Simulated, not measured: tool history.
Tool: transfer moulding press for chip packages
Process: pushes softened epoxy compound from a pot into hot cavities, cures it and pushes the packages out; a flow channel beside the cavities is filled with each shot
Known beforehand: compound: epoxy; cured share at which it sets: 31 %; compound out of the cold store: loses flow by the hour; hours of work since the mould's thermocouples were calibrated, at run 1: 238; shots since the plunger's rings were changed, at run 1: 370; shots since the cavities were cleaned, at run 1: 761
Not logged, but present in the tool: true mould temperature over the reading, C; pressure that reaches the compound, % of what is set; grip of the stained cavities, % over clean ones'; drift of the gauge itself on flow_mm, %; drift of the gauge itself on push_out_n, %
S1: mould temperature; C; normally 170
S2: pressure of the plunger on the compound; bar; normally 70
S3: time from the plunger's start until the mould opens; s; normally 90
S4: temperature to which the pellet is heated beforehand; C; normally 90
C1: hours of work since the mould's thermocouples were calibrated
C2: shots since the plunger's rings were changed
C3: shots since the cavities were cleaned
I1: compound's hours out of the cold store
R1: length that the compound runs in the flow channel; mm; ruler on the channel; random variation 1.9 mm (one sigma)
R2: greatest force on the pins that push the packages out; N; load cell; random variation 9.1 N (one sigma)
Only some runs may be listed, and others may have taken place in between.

run,hour,S1,S2,S3,S4,C1,C2,C3,I1,R1,R2
1,0,170,70,90,90,238,370,761,41.6,632,608
# hour 4.6: cavities cleaned with cleaning compound and waxed
2,25.5,170,70,90,90,255,735,317,39.1,631,530
3,45.2,170,70,90,90,269,1036,618,19.9,695,592
# hour 57.9: cavities cleaned with cleaning compound and waxed
4,62.1,169,70,90,90,280,1269,64,18,701,477
5,72.1,169,70,90,90,288,1422,217,32,647,517
6,85.3,170,70,90,90,297,1623,418,43.9,609,536
7,98.8,170,70,73,90,307,1827,622,22.5,676,908
# hour 111.2: cavities cleaned with cleaning compound and waxed
8,113,170,70,73,90,316,2021,28,37,627,633
9,134.8,170,70,73,90,332,2354,361,29.5,649,778
10,151.2,170,70,73,90,344,2602,609,14.6,698,934
# hour 164.9: cavities cleaned with cleaning compound and waxed
11,164.9,170,70,73,90,353,2788,0,18.4,683,614
12,175.7,170,70,73,90,361,2952,164,36.3,621,684
# hour 184: plunger's sealing rings changed
13,190,170,70,73,90,369,91,344,22.7,695,807
14,212.4,170,70,73,90,385,432,685,13.2,722,964
# hour 220.7: cavities cleaned with cleaning compound and waxed
15,234.1,165,72.8,90,90,400,740,204,9.5,763,708
16,257.1,163,70,104,90,417,1090,554,29.6,677,649

Predict the results of run 17:
# hour 275: cavities cleaned with cleaning compound and waxed
17,282.2,170,70,113,90,434,1448,109,24,?,?

R1: 673 mm
R2: 400 N
On a tool with no hidden condition, and with the same random variation, this run would have come out at R1 689 mm, R2 359 N.
